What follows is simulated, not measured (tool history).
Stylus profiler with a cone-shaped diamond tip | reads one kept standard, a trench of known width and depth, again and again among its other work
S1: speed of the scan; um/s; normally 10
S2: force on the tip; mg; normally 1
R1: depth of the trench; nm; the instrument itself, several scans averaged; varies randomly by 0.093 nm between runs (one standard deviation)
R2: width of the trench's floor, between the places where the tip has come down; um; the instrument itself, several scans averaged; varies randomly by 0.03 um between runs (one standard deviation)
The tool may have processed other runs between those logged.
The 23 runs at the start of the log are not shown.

run,hour,S1,S2,R1,R2
24,453.2,6,1,100.87,18.39
25,475,28,2.05,101.16,18.31
26,495.3,28,2.05,101.18,18.29
27,521.7,11,2.28,101.25,18.32
28,542.3,11,2.28,101.21,18.44
29,557.9,11,0.54,100.52,18.3
30,582,2,2.82,101.41,18.48
31,604.9,30,1.83,101.24,18.2
32,623,13,1,100.97,18.33
33,641.3,13,1,100.87,18.35
34,669.6,3,1.79,101.11,18.41
35,688.5,12,0.95,100.75,18.33
36,715.9,22,0.4,100.61,18.14
37,728.4,10,0.54,100.58,18.32
38,744.7,9,1.5,101.08,18.34
39,763.5,8,0.4,100.48,18.28
40,779.7,5,1,100.92,18.41
41,802.5,6,1.25,100.96,18.4
42,815.3,6,1.25,100.99,18.35
43,837.9,2,0.83,100.95,18.43
44,860.5,2,0.83,100.72,18.38
45,890,2,0.83,100.89,18.41
46,909.2,2,0.83,100.79,18.39
47,923.9,2,0.83,100.75,18.42

Each row is a separate what-if for the run after 47, all from the same tool condition, not one after another. Results?
A,935.9,24,1,?,?
B,935.9,19,0.56,?,?
C,935.9,3,2.33,?,?

run,R1,R2
A,100.79,18.18
B,100.72,18.19
C,101.25,18.42
Stripped of hidden state, with their random variation kept, the same runs would have yielded:
run,R1,R2
A,100.49,18.36
B,100.42,18.38
C,100.95,18.61

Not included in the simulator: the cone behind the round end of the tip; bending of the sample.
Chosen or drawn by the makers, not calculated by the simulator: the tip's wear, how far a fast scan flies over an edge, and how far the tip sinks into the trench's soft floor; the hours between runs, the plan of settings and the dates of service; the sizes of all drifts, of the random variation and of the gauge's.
